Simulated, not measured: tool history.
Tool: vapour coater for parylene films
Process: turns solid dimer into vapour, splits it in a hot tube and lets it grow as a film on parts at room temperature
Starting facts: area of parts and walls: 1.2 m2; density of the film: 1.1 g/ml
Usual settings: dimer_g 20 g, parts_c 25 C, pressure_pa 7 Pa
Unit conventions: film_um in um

run	hour	dimer_g	parts_c	pressure_pa	film_um
1	0	20	25	7	9.74
2	34.2	20	25	7	9.85
3	59.9	20	25	7	9.89
4	99.9	20	25	7	9.81
5	134.1	20	31	7	7.74
6	177.5	20	31	7	7.86
7	207.7	20	31	7	7.85
8	231.6	9	25	7	4.32
9	277	9	25	2.12	4.61
10	319.5	9	25	2.12	4.68
11	355.9	9	25	2.12	4.67
12	382	9	25	2.12	4.71
13	419.2	9	25	2.12	4.69
14	455.5	9	25	2.12	4.7
15	490.2	18	23	3.73	9.74
16	524.6	18	23	3.73	9.85
17	556.2	18	19	2.62	11.6
18	584.1	11	20	2.62	6.86
19	605.9	34	19	4.18	21.52
20	645	19	32	2.86	7.49
21	681.8	19	32	2.86	7.43
22	702	18	26	5.44	8.57
23	748.9	9	31	5.44	3.55
24	775.9	9	32	5.44	3.42
25	796.1	9	32	5.44	3.37
26	830.2	9	29	6.8	3.75
27	857	19	18	4.03	12.54
# hour 889.3: trap's valve overhauled
28	900.8	8	23	8.24	4.2

Branching from run 28: 4 alternative next runs. What would each branch give?
A	949.6	11	23	8.24	?
B	949.6	12	19	4.29	?
C	949.6	28	25	7	?
D	949.6	20	21	7	?

run	film_um
A	5.79
B	7.67
C	13.83
D	11.45
Take away the tool's hidden state, keep each run's random variation, and the runs would have read:
run	film_um
A	5.79
B	7.68
C	13.83
D	11.45
